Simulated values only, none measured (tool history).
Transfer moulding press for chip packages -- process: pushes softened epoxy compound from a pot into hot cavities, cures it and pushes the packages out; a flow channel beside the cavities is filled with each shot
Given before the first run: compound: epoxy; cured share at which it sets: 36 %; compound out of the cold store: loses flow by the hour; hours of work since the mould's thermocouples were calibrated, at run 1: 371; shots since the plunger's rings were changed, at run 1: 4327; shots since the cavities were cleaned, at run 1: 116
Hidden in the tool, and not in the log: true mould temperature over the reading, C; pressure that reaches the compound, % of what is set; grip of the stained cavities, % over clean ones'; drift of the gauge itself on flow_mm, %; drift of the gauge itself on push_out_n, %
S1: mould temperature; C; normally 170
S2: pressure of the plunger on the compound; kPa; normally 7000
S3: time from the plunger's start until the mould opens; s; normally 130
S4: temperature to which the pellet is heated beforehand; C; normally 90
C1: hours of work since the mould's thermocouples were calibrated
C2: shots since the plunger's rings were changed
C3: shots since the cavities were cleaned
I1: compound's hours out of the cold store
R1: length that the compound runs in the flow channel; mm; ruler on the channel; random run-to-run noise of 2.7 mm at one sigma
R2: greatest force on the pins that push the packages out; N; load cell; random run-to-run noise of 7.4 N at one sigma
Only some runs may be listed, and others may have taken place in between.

run	hour	S1	S2	S3	S4	C1	C2	C3	I1	R1	R2
1	0.0	170	7000	130	90	371	4327	116	45.6	838	363
2	46.6	170	6870	130	90	400	4735	524	26.3	913	466
# hour 68.3: cavities cleaned with cleaning compound and waxed
3	106.0	170	6870	130	90	436	5243	330	44.9	823	502
4	131.1	170	7000	130	90	452	5464	551	44.4	831	496
# hour 146.6: cavities cleaned with cleaning compound and waxed
# hour 153.3: plunger's sealing rings changed
5	179.6	170	7000	130	90	480	231	267	26.2	967	389
# hour 228.8: cavities cleaned with cleaning compound and waxed
6	229.8	170	7000	130	90	511	659	9	29.4	943	315
# hour 245.1: cavities cleaned with cleaning compound and waxed, once more
# hour 255.4: mould's thermocouples calibrated
7	289.2	171	6380	130	84	21	1149	369	14.3	977	431
# hour 327.9: cavities cleaned with cleaning compound and waxed
8	346.7	171	6380	130	84	57	1641	166	34.4	870	368
9	374.6	171	6380	130	84	74	1885	410	35.8	868	409
# hour 406.7: cavities cleaned with cleaning compound and waxed
10	409.2	178	6380	130	84	95	2176	22	8.8	973	262
11	454.1	169	7730	114	97	123	2570	416	39.0	931	525

Below, some changes in R1 between adjacent runs. For each, the amount present without the hidden state too (settings, incoming material, random variation) and the amount remaining for the hidden state with gauge scatter not shared by both compared results:
Run 4 -> 5: cavities cleaned with cleaning compound and waxed, plunger's sealing rings changed. R1 +136 mm: hidden state +47, all else +89.

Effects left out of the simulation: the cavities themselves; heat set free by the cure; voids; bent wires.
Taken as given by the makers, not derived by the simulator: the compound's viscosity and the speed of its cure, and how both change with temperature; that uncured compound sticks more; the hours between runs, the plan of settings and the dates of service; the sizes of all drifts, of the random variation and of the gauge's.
